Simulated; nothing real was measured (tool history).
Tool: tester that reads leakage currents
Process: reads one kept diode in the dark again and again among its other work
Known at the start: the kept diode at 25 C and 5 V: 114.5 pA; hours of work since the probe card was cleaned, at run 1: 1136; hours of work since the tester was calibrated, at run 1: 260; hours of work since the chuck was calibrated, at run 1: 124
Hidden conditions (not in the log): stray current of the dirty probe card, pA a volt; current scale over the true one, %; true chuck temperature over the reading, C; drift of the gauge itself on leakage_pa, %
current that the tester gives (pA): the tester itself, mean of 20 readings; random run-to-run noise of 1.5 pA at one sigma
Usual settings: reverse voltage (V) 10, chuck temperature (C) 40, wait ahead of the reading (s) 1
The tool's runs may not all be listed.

run   hour  reverse voltage (V)  chuck temperature (C)  wait ahead of the reading (s)  hours of work since the probe card was cleaned  hours of work since the tester was calibrated  hours of work since the chuck was calibrated  current that the tester gives (pA)
  1      0                   10                     40                              1                                            1136                                            260                                           124                              527.28
  2   30.5                    3                     40                              1                                            1153                                            277                                           141                              362.15
  3   81.8                   10                     40                              1                                            1181                                            306                                           170                              534.83
  4  149.5                   10                     40                              1                                            1219                                            343                                           207                              540.77
  5  209.3                   10                     40                              1                                            1252                                            376                                           240                              542.43
  6  255.5                   10                     40                              1                                            1278                                            402                                           266                              543.78
  7  312.1                   10                     40                              1                                            1309                                            433                                           297                              548.06
  8    365                   10                     40                              1                                            1338                                            463                                           327                              550.09

Forecast run 9:
     372.1  -- probe card cleaned and baked
  9  404.3                    3                     25                           0.54                                              18                                            483                                           347                                   ?

{"run 9": {"current that the tester gives (pA)": 114.97}}
With no hidden state in the tool, this same run would have given current that the tester gives (pA) 99.07.
